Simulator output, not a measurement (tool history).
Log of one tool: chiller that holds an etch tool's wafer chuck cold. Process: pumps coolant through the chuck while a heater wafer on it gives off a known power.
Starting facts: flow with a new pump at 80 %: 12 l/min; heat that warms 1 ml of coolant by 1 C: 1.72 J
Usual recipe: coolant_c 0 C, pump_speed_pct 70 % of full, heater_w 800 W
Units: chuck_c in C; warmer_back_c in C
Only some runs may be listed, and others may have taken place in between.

Run 1, day 0.000: usual settings. Result: chuck_c 7.7 C, warmer_back_c 2.68 C.
Run 2, day 3.858: usual settings but pump_speed_pct 71 % of full. Result: chuck_c 7.4 C, warmer_back_c 2.61 C.
At day 5.404: coolant changed, channels flushed.
Run 3, day 6.217: usual settings but pump_speed_pct 97 % of full. Result: chuck_c 5.7 C, warmer_back_c 1.83 C.
Run 4, day 8.896: usual settings but coolant_c 8 C, pump_speed_pct 97 % of full. Result: chuck_c 13.7 C, warmer_back_c 1.82 C.
Run 5, day 12.575: usual settings but coolant_c 8 C, pump_speed_pct 97 % of full. Result: chuck_c 13.7 C, warmer_back_c 1.76 C.
Run 6, day 14.342: usual settings but pump_speed_pct 78 % of full. Result: chuck_c 7.0 C, warmer_back_c 2.27 C.
At day 14.708: chiller's thermometer calibrated.
Run 7, day 17.750: usual settings. Result: chuck_c 7.5 C, warmer_back_c 2.50 C.
Run 8, day 19.871: usual settings. Result: chuck_c 7.4 C, warmer_back_c 2.49 C.
Run 9, day 23.338: usual settings. Result: chuck_c 7.7 C, warmer_back_c 2.49 C.
Run 10, day 26.471: usual settings but coolant_c 6 C, heater_w 430 W. Result: chuck_c 10.2 C, warmer_back_c 1.24 C.
Run 11, day 30.300: usual settings but coolant_c -3 C, heater_w 490 W. Result: chuck_c 1.4 C, warmer_back_c 1.40 C.
Run 12, day 33.988: usual settings but coolant_c -3 C, heater_w 490 W. Result: chuck_c 1.7 C, warmer_back_c 1.34 C.
Run 13, day 37.821: usual settings but coolant_c -3 C, heater_w 490 W. Result: chuck_c 1.4 C, warmer_back_c 1.31 C.
Run 14, day 41.129: usual settings but coolant_c 2 C, pump_speed_pct 82 % of full, heater_w 454 W. Result: chuck_c 5.8 C, warmer_back_c 0.94 C.
At day 43.858: gauge calibrated.
Run 15, day 44.612: usual settings but coolant_c 1 C, pump_speed_pct 98 % of full, heater_w 514 W. Result: chuck_c 4.6 C, warmer_back_c 1.22 C.
Run 16, day 46.304: usual settings but coolant_c -6 C, pump_speed_pct 65 % of full, heater_w 514 W. Result: chuck_c -0.8 C, warmer_back_c 1.90 C.
Run 17, day 48.708: usual settings but coolant_c -6 C, pump_speed_pct 65 % of full, heater_w 514 W. Result: chuck_c -0.7 C, warmer_back_c 1.80 C.

Below are 4 alternative next runs, each starting from the tool's condition after run 17. Predict each:
Run A, day 50.288: usual settings but coolant_c -3 C, pump_speed_pct 75 % of full. Result: chuck_c ?, warmer_back_c ?.
Run B, day 50.288: usual settings but coolant_c -6 C, pump_speed_pct 75 % of full, heater_w 514 W. Result: chuck_c ?, warmer_back_c ?.
Run C, day 50.288: usual settings but coolant_c -1 C, pump_speed_pct 74 % of full, heater_w 539 W. Result: chuck_c ?, warmer_back_c ?.
Run D, day 50.288: usual settings but coolant_c -6 C, pump_speed_pct 65 % of full, heater_w 514 W. Result: chuck_c ?, warmer_back_c ?.

run  chuck_c  warmer_back_c
  A      4.4           2.42
  B     -1.4           1.61
  C      4.0           1.67
  D     -0.8           1.84
With no hidden state in the tool, these same runs would have given:
run  chuck_c  warmer_back_c
  A      4.3           2.48
  B     -1.4           1.66
  C      3.9           1.73
  D     -0.9           1.90
